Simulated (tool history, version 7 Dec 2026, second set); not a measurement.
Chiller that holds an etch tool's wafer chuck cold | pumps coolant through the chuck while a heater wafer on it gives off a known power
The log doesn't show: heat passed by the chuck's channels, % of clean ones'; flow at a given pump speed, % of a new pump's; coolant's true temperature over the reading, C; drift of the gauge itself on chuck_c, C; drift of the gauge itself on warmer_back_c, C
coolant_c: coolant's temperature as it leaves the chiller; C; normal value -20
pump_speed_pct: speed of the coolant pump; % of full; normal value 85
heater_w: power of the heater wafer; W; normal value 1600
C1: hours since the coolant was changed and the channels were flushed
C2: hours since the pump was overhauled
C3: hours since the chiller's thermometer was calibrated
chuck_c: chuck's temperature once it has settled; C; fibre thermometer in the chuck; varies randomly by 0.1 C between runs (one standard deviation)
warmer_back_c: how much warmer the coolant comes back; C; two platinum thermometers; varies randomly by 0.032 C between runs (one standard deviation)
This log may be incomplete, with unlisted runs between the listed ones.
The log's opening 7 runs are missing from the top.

run 8 hour=656.4 | coolant_c=-22 pump_speed_pct=69 heater_w=1600 | C1=542 C2=708 C3=2630 | chuck_c=-0.1 warmer_back_c=5.06
run 9 hour=758.6 | coolant_c=-22 pump_speed_pct=69 heater_w=1600 | C1=644 C2=810 C3=2733 | chuck_c=0.1 warmer_back_c=5.02
run 10 hour=815.6 | coolant_c=-20 pump_speed_pct=85 heater_w=1600 | C1=701 C2=867 C3=2790 | chuck_c=-0.8 warmer_back_c=4.12
run 11 hour=868.2 | coolant_c=-20 pump_speed_pct=85 heater_w=1600 | C1=754 C2=920 C3=2842 | chuck_c=-0.9 warmer_back_c=4.09
run 12 hour=937.8 | coolant_c=-24 pump_speed_pct=85 heater_w=1600 | C1=824 C2=989 C3=2912 | chuck_c=-4.5 warmer_back_c=4.12
run 13 hour=1002.7 | coolant_c=-24 pump_speed_pct=85 heater_w=1600 | C1=888 C2=1054 C3=2977 | chuck_c=-4.6 warmer_back_c=4.14
run 14 hour=1099.7 | coolant_c=-24 pump_speed_pct=85 heater_w=1600 | C1=986 C2=1151 C3=3074 | chuck_c=-4.7 warmer_back_c=4.09
run 15 hour=1153.4 | coolant_c=-20 pump_speed_pct=85 heater_w=1600 | C1=1039 C2=1205 C3=3127 | chuck_c=-0.7 warmer_back_c=4.05
run 16 hour=1215.8 | coolant_c=-20 pump_speed_pct=85 heater_w=1600 | C1=1102 C2=1267 C3=3190 | chuck_c=-0.7 warmer_back_c=4.09
run 17 hour=1330.1 | coolant_c=-20 pump_speed_pct=85 heater_w=1600 | C1=1216 C2=1382 C3=3304 | chuck_c=-0.7 warmer_back_c=4.14
run 18 hour=1451.4 | coolant_c=-21 pump_speed_pct=92 heater_w=1068 | C1=1337 C2=1503 C3=3425 | chuck_c=-8.5 warmer_back_c=2.57
run 19 hour=1524.9 | coolant_c=-20 pump_speed_pct=85 heater_w=2325 | C1=1411 C2=1576 C3=3499 | chuck_c=8.5 warmer_back_c=6
run 20 hour=1649.3 | coolant_c=-16 pump_speed_pct=85 heater_w=1600 | C1=1535 C2=1701 C3=3623 | chuck_c=3.6 warmer_back_c=4.12
run 21 hour=1715.7 | coolant_c=-17 pump_speed_pct=70 heater_w=1747 | C1=1601 C2=1767 C3=3690 | chuck_c=7 warmer_back_c=5.47
run 22 hour=1783.3 | coolant_c=-16 pump_speed_pct=88 heater_w=1600 | C1=1669 C2=1835 C3=3757 | chuck_c=3.3 warmer_back_c=3.97
run 23 hour=1880.5 | coolant_c=-20 pump_speed_pct=82 heater_w=823 | C1=1766 C2=1932 C3=3854 | chuck_c=-9.9 warmer_back_c=2.23
run 24 hour=1982.5 | coolant_c=-23 pump_speed_pct=85 heater_w=1699 | C1=1868 C2=2034 C3=3956 | chuck_c=-1.9 warmer_back_c=4.41
run 25 hour=2094.6 | coolant_c=-14 pump_speed_pct=86 heater_w=1132 | C1=1980 C2=2146 C3=4069 | chuck_c=-0.2 warmer_back_c=2.89
run 26 hour=2186.1 | coolant_c=-14 pump_speed_pct=86 heater_w=1132 | C1=2072 C2=2238 C3=4160 | chuck_c=-0.2 warmer_back_c=2.92
run 27 hour=2256.7 | coolant_c=-20 pump_speed_pct=67 heater_w=1522 | C1=2142 C2=2308 C3=4231 | chuck_c=1.9 warmer_back_c=4.96
run 28 hour=2316.3 | coolant_c=-25 pump_speed_pct=66 heater_w=1721 | C1=2202 C2=2368 C3=4290 | chuck_c=0 warmer_back_c=5.68
run 29 hour=2377.5 | coolant_c=-20 pump_speed_pct=70 heater_w=1600 | C1=2263 C2=2429 C3=4351 | chuck_c=2.4 warmer_back_c=5.03
run 30 hour=2486.5 | coolant_c=-20 pump_speed_pct=66 heater_w=2072 | C1=2372 C2=2538 C3=4460 | chuck_c=10.4 warmer_back_c=6.92
run 31 hour=2595.9 | coolant_c=-18 pump_speed_pct=94 heater_w=2072 | C1=2482 C2=2647 C3=4570 | chuck_c=6.5 warmer_back_c=4.87

Branching from run 31: 5 alternative next runs. What would each branch give?
run A hour=2708.6 | coolant_c=-15 pump_speed_pct=94 heater_w=2072 | C1=2594 C2=2760 C3=4683 | chuck_c=? warmer_back_c=?
run B hour=2708.6 | coolant_c=-11 pump_speed_pct=80 heater_w=1633 | C1=2594 C2=2760 C3=4683 | chuck_c=? warmer_back_c=?
run C hour=2708.6 | coolant_c=-18 pump_speed_pct=99 heater_w=1023 | C1=2594 C2=2760 C3=4683 | chuck_c=? warmer_back_c=?
run D hour=2708.6 | coolant_c=-13 pump_speed_pct=92 heater_w=2259 | C1=2594 C2=2760 C3=4683 | chuck_c=? warmer_back_c=?
run E hour=2708.6 | coolant_c=-28 pump_speed_pct=86 heater_w=1738 | C1=2594 C2=2760 C3=4683 | chuck_c=? warmer_back_c=?

run=A chuck_c=9.4 warmer_back_c=4.86
run=B chuck_c=10.3 warmer_back_c=4.48
run=C chuck_c=-6.7 warmer_back_c=2.28
run=D chuck_c=14.2 warmer_back_c=5.4
run=E chuck_c=-6.4 warmer_back_c=4.47
Without the tool's hidden state the same runs would have given:
run=A chuck_c=8.2 warmer_back_c=4.73
run=B chuck_c=9.4 warmer_back_c=4.35
run=C chuck_c=-7 warmer_back_c=2.21
run=D chuck_c=12.8 warmer_back_c=5.25
run=E chuck_c=-7.4 warmer_back_c=4.35

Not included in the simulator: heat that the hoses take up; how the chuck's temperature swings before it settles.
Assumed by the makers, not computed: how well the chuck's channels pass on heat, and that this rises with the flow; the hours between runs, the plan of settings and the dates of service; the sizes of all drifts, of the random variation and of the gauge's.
